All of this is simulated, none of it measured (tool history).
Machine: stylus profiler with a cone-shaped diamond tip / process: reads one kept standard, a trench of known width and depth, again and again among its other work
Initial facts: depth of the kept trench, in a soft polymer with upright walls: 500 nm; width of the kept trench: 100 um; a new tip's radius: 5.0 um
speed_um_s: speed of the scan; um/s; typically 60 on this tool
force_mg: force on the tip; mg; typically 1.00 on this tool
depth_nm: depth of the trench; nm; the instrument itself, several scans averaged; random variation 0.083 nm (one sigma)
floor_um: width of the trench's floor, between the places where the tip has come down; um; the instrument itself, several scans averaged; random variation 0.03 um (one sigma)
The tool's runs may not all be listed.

{"run": 1, "day": 0.0, "speed_um_s": 60, "force_mg": 1.0, "depth_nm": 504.09, "floor_um": 95.01}
{"run": 2, "day": 2.129, "speed_um_s": 60, "force_mg": 1.78, "depth_nm": 506.16, "floor_um": 95.1}
{"run": 3, "day": 4.671, "speed_um_s": 60, "force_mg": 1.78, "depth_nm": 505.93, "floor_um": 95.16}
{"run": 4, "day": 6.167, "speed_um_s": 60, "force_mg": 1.78, "depth_nm": 505.93, "floor_um": 95.12}
{"run": 5, "day": 8.825, "speed_um_s": 60, "force_mg": 1.78, "depth_nm": 506.17, "floor_um": 95.04}
{"run": 6, "day": 10.388, "speed_um_s": 60, "force_mg": 1.78, "depth_nm": 506.2, "floor_um": 95.07}
{"run": 7, "day": 12.433, "speed_um_s": 60, "force_mg": 1.78, "depth_nm": 506.26, "floor_um": 95.08}
{"run": 8, "day": 14.4, "speed_um_s": 60, "force_mg": 1.78, "depth_nm": 506.21, "floor_um": 95.08}
{"run": 9, "day": 15.879, "speed_um_s": 60, "force_mg": 1.78, "depth_nm": 506.19, "floor_um": 95.0}
{"run": 10, "day": 18.546, "speed_um_s": 60, "force_mg": 1.78, "depth_nm": 506.33, "floor_um": 94.93}
{"run": 11, "day": 21.325, "speed_um_s": 28, "force_mg": 1.0, "depth_nm": 504.33, "floor_um": 95.1}
{"run": 12, "day": 22.679, "speed_um_s": 48, "force_mg": 1.0, "depth_nm": 504.36, "floor_um": 94.92}
{"run": 13, "day": 23.95, "speed_um_s": 60, "force_mg": 1.0, "depth_nm": 504.32, "floor_um": 94.81}
{"run": 14, "day": 26.55, "speed_um_s": 60, "force_mg": 1.35, "depth_nm": 505.19, "floor_um": 94.83}
{"run": 15, "day": 28.129, "speed_um_s": 60, "force_mg": 1.35, "depth_nm": 505.35, "floor_um": 94.84}
{"run": 16, "day": 30.904, "speed_um_s": 60, "force_mg": 0.58, "depth_nm": 503.21, "floor_um": 94.56}
{"run": 17, "day": 32.338, "speed_um_s": 60, "force_mg": 0.58, "depth_nm": 503.17, "floor_um": 94.56}
{"run": 18, "day": 34.558, "speed_um_s": 30, "force_mg": 1.0, "depth_nm": 504.58, "floor_um": 94.93}
{"run": 19, "day": 36.283, "speed_um_s": 30, "force_mg": 1.0, "depth_nm": 504.57, "floor_um": 94.91}
{"run": 20, "day": 38.146, "speed_um_s": 30, "force_mg": 0.35, "depth_nm": 502.6, "floor_um": 94.69}
{"run": 21, "day": 40.271, "speed_um_s": 30, "force_mg": 0.35, "depth_nm": 502.54, "floor_um": 94.69}
{"run": 22, "day": 41.621, "speed_um_s": 43, "force_mg": 1.63, "depth_nm": 506.23, "floor_um": 94.88}
{"run": 23, "day": 44.217, "speed_um_s": 21, "force_mg": 1.63, "depth_nm": 506.13, "floor_um": 94.99}
{"run": 24, "day": 47.112, "speed_um_s": 67, "force_mg": 2.02, "depth_nm": 507.31, "floor_um": 94.73}
{"run": 25, "day": 48.958, "speed_um_s": 67, "force_mg": 0.47, "depth_nm": 503.16, "floor_um": 94.2}
{"run": 26, "day": 51.288, "speed_um_s": 24, "force_mg": 1.0, "depth_nm": 504.81, "floor_um": 94.82}
{"run": 27, "day": 54.058, "speed_um_s": 32, "force_mg": 0.49, "depth_nm": 503.2, "floor_um": 94.62}
{"run": 28, "day": 56.108, "speed_um_s": 32, "force_mg": 0.49, "depth_nm": 503.38, "floor_um": 94.62}
{"run": 29, "day": 58.575, "speed_um_s": 32, "force_mg": 0.49, "depth_nm": 503.27, "floor_um": 94.55}
{"run": 30, "day": 60.492, "speed_um_s": 32, "force_mg": 0.49, "depth_nm": 503.44, "floor_um": 94.6}
{"run": 31, "day": 62.479, "speed_um_s": 32, "force_mg": 0.49, "depth_nm": 503.43, "floor_um": 94.54}
{"run": 32, "day": 65.333, "speed_um_s": 32, "force_mg": 0.49, "depth_nm": 503.33, "floor_um": 94.56}
{"run": 33, "day": 67.196, "speed_um_s": 37, "force_mg": 2.78, "depth_nm": 509.04, "floor_um": 94.68}
{"run": 34, "day": 69.642, "speed_um_s": 187, "force_mg": 0.98, "depth_nm": 504.96, "floor_um": 93.25}
{"run": 35, "day": 71.121, "speed_um_s": 48, "force_mg": 1.23, "depth_nm": 505.69, "floor_um": 94.36}
{"run": 36, "day": 73.333, "speed_um_s": 34, "force_mg": 1.78, "depth_nm": 507.1, "floor_um": 94.58}
{"run": 37, "day": 75.025, "speed_um_s": 130, "force_mg": 1.0, "depth_nm": 505.07, "floor_um": 93.67}
{"day": 75.45, "done": "height scale calibrated on a step standard"}
{"run": 38, "day": 76.238, "speed_um_s": 130, "force_mg": 1.0, "depth_nm": 503.91, "floor_um": 93.73}
{"run": 39, "day": 78.8, "speed_um_s": 77, "force_mg": 0.67, "depth_nm": 503.17, "floor_um": 93.94}
{"run": 40, "day": 80.012, "speed_um_s": 158, "force_mg": 2.32, "depth_nm": 507.18, "floor_um": 93.87}
{"run": 41, "day": 82.558, "speed_um_s": 119, "force_mg": 0.8, "depth_nm": 503.66, "floor_um": 93.56}

Below, some changes in depth_nm between adjacent runs. For each, the amount present without the hidden state too (settings, incoming material, random variation) and the amount remaining for the hidden state with gauge scatter not shared by both compared results:
Hidden state present: radius of the tip, um; height scale over the true one, %; drift of the gauge itself on depth_nm, %; drift of the gauge itself on floor_um, %.
Run 9 -> 10: no setting touched and nothing written in the log between the runs. depth_nm +0.14 nm: hidden state +0.05, all else +0.09.
Run 23 -> 24: speed_um_s 21 -> 67, force_mg 1.63 -> 2.02. depth_nm +1.18 nm: hidden state +0.05, all else +1.13.
Run 24 -> 25: force_mg 2.02 -> 0.47. depth_nm -4.15 nm: hidden state +0.01, all else -4.16.
Run 32 -> 33: speed_um_s 32 -> 37, force_mg 0.49 -> 2.78. depth_nm +5.71 nm: hidden state +0.04, all else +5.67.
Run 33 -> 34: speed_um_s 37 -> 187, force_mg 2.78 -> 0.98. depth_nm -4.08 nm: hidden state +0.03, all else -4.11.
Run 37 -> 38: height scale calibrated on a step standard. depth_nm -1.16 nm: hidden state -1.12, all else -0.04.
